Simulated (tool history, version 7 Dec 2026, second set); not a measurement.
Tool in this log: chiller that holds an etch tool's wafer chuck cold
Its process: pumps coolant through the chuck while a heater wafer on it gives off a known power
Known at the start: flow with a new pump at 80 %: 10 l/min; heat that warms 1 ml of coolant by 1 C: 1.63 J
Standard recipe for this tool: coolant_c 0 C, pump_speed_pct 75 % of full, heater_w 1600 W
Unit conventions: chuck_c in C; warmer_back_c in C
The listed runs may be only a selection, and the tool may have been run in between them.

run 1 hour=0 | coolant_c=0 pump_speed_pct=75 heater_w=1600 | chuck_c=13.5 warmer_back_c=6.38
run 2 hour=105.2 | coolant_c=0 pump_speed_pct=75 heater_w=1600 | chuck_c=13.5 warmer_back_c=6.35
-- hour=179.6 chiller's thermometer calibrated
run 3 hour=199.4 | coolant_c=6 pump_speed_pct=75 heater_w=1600 | chuck_c=20.2 warmer_back_c=6.42
run 4 hour=285.9 | coolant_c=0 pump_speed_pct=75 heater_w=1142 | chuck_c=10.1 warmer_back_c=4.58
run 5 hour=426 | coolant_c=0 pump_speed_pct=75 heater_w=1142 | chuck_c=10.1 warmer_back_c=4.56
run 6 hour=490.6 | coolant_c=0 pump_speed_pct=75 heater_w=1600 | chuck_c=14.3 warmer_back_c=6.37
run 7 hour=612 | coolant_c=0 pump_speed_pct=75 heater_w=1600 | chuck_c=14.5 warmer_back_c=6.43
run 8 hour=715.5 | coolant_c=3 pump_speed_pct=75 heater_w=1600 | chuck_c=17 warmer_back_c=6.46
run 9 hour=818.4 | coolant_c=3 pump_speed_pct=75 heater_w=1600 | chuck_c=17.1 warmer_back_c=6.47
run 10 hour=919.5 | coolant_c=3 pump_speed_pct=75 heater_w=1600 | chuck_c=17.2 warmer_back_c=6.38
run 11 hour=1007.2 | coolant_c=3 pump_speed_pct=75 heater_w=1600 | chuck_c=17.4 warmer_back_c=6.41
run 12 hour=1094.2 | coolant_c=0 pump_speed_pct=75 heater_w=1196 | chuck_c=10.8 warmer_back_c=4.87
run 13 hour=1240.1 | coolant_c=0 pump_speed_pct=75 heater_w=1196 | chuck_c=10.7 warmer_back_c=4.82
run 14 hour=1321.9 | coolant_c=0 pump_speed_pct=75 heater_w=1196 | chuck_c=10.8 warmer_back_c=4.87
run 15 hour=1404.9 | coolant_c=0 pump_speed_pct=75 heater_w=1196 | chuck_c=10.8 warmer_back_c=4.81
run 16 hour=1484.6 | coolant_c=0 pump_speed_pct=75 heater_w=1196 | chuck_c=10.6 warmer_back_c=4.85
run 17 hour=1596.6 | coolant_c=0 pump_speed_pct=75 heater_w=1196 | chuck_c=10.8 warmer_back_c=4.94
run 18 hour=1677 | coolant_c=0 pump_speed_pct=75 heater_w=1196 | chuck_c=10.7 warmer_back_c=4.89
run 19 hour=1779.3 | coolant_c=-8 pump_speed_pct=75 heater_w=1600 | chuck_c=6.6 warmer_back_c=6.57
run 20 hour=1883 | coolant_c=0 pump_speed_pct=73 heater_w=1270 | chuck_c=11.8 warmer_back_c=5.35
run 21 hour=1990.6 | coolant_c=9 pump_speed_pct=64 heater_w=1600 | chuck_c=26 warmer_back_c=7.76
run 22 hour=2059.3 | coolant_c=9 pump_speed_pct=64 heater_w=2336 | chuck_c=34.1 warmer_back_c=11.29
run 23 hour=2130.6 | coolant_c=-4 pump_speed_pct=84 heater_w=1600 | chuck_c=9.1 warmer_back_c=5.79
run 24 hour=2202 | coolant_c=3 pump_speed_pct=75 heater_w=1878 | chuck_c=20.6 warmer_back_c=7.75
run 25 hour=2308.7 | coolant_c=3 pump_speed_pct=75 heater_w=1878 | chuck_c=20.4 warmer_back_c=7.75
run 26 hour=2412.4 | coolant_c=-6 pump_speed_pct=99 heater_w=1600 | chuck_c=5.3 warmer_back_c=4.99
run 27 hour=2499.6 | coolant_c=-6 pump_speed_pct=99 heater_w=1600 | chuck_c=5.3 warmer_back_c=5.01
run 28 hour=2638.4 | coolant_c=-6 pump_speed_pct=99 heater_w=1600 | chuck_c=5.3 warmer_back_c=4.97
run 29 hour=2719 | coolant_c=-6 pump_speed_pct=99 heater_w=1600 | chuck_c=5.4 warmer_back_c=5.06
run 30 hour=2830.1 | coolant_c=6 pump_speed_pct=65 heater_w=1112 | chuck_c=17.7 warmer_back_c=5.3
run 31 hour=2909.8 | coolant_c=7 pump_speed_pct=65 heater_w=1816 | chuck_c=26.4 warmer_back_c=8.75

Consider 5 possible next runs. They are alternatives, not a sequence: every one starts from the tool as it was left by run 31. What does each give?
run A hour=3048.9 | coolant_c=-5 pump_speed_pct=92 heater_w=1631 | chuck_c=? warmer_back_c=?
run B hour=3048.9 | coolant_c=0 pump_speed_pct=75 heater_w=1660 | chuck_c=? warmer_back_c=?
run C hour=3048.9 | coolant_c=5 pump_speed_pct=65 heater_w=901 | chuck_c=? warmer_back_c=?
run D hour=3048.9 | coolant_c=6 pump_speed_pct=98 heater_w=894 | chuck_c=? warmer_back_c=?
run E hour=3048.9 | coolant_c=2 pump_speed_pct=88 heater_w=1816 | chuck_c=? warmer_back_c=?

run=A chuck_c=7.5 warmer_back_c=5.55
run=B chuck_c=15.3 warmer_back_c=6.98
run=C chuck_c=14.4 warmer_back_c=4.32
run=D chuck_c=12.2 warmer_back_c=2.86
run=E chuck_c=16.6 warmer_back_c=6.43
Without the tool's unlogged condition, the same runs would have read:
run=A chuck_c=6.4 warmer_back_c=5.2
run=B chuck_c=13.9 warmer_back_c=6.55
run=C chuck_c=13.8 warmer_back_c=4.05
run=D chuck_c=11.9 warmer_back_c=2.68
run=E chuck_c=15.3 warmer_back_c=6.03
